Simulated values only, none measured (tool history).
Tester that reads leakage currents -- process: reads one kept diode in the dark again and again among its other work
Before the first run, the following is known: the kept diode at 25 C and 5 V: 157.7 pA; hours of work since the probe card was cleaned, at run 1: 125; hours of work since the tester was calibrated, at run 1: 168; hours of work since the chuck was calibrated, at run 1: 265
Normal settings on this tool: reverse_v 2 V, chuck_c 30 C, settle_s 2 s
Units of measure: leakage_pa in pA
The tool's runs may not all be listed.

run     day  reverse_v  chuck_c  settle_s  hours of work since the probe card was cleaned  hours of work since the tester was calibrated  hours of work since the chuck was calibrated  leakage_pa
  1       0          2       30         2                                             125                                            168                                           265      161.34
  2   1.346          2       30         2                                             138                                            181                                           278       161.4
  3   2.121          2       30         2                                             145                                            188                                           286      161.63
  4   3.517          2       30      5.33                                             159                                            202                                           299      160.51
  5   4.254          2       30      5.33                                             166                                            209                                           306      161.44
  6   5.617          2       30      5.33                                             179                                            222                                           319      162.03
  7   6.496          2       30      5.33                                             187                                            231                                           328      161.67
  8   7.529          2       30      5.33                                             197                                            240                                           338      161.86
  9   8.358          2       30      5.33                                             205                                            248                                           346      161.68
 10   9.371      12.24       51      1.16                                             215                                            258                                           356     1573.91
 11  10.812      12.24       51      0.35                                             229                                            272                                           370     1589.24
 12  11.754      10.02       58       6.7                                             238                                            281                                           379      2318.3
 13   12.75       2.39       40       6.7                                             248                                            291                                           388      370.42
 14  13.517       2.39       40       6.7                                             255                                            298                                           396      370.02
 15  14.333          2       30      6.91                                             263                                            306                                           404      160.65
 16  14.933      18.62       21      0.32                                             269                                            312                                           410      208.74
 17  15.812      18.62       21      0.32                                             277                                            320                                           418      208.53

Consider 4 possible next runs. They are alternatives, not a sequence: every one starts from the tool as it was left by run 17. What does each give?
  A  16.754       4.07       21      6.71                                             286                                            330                                           427           ?
  B  16.754       1.55       24      3.61                                             286                                            330                                           427           ?
  C  16.754          2       26      0.94                                             286                                            330                                           427           ?
  D  16.754       2.48       42      4.92                                             286                                            330                                           427           ?

run  leakage_pa
  A      104.83
  B       90.38
  C      117.86
  D      436.56
Stripped of hidden state, with their random variation kept, the same runs would have yielded:
run  leakage_pa
  A       104.8
  B       90.36
  C      117.84
  D      436.49
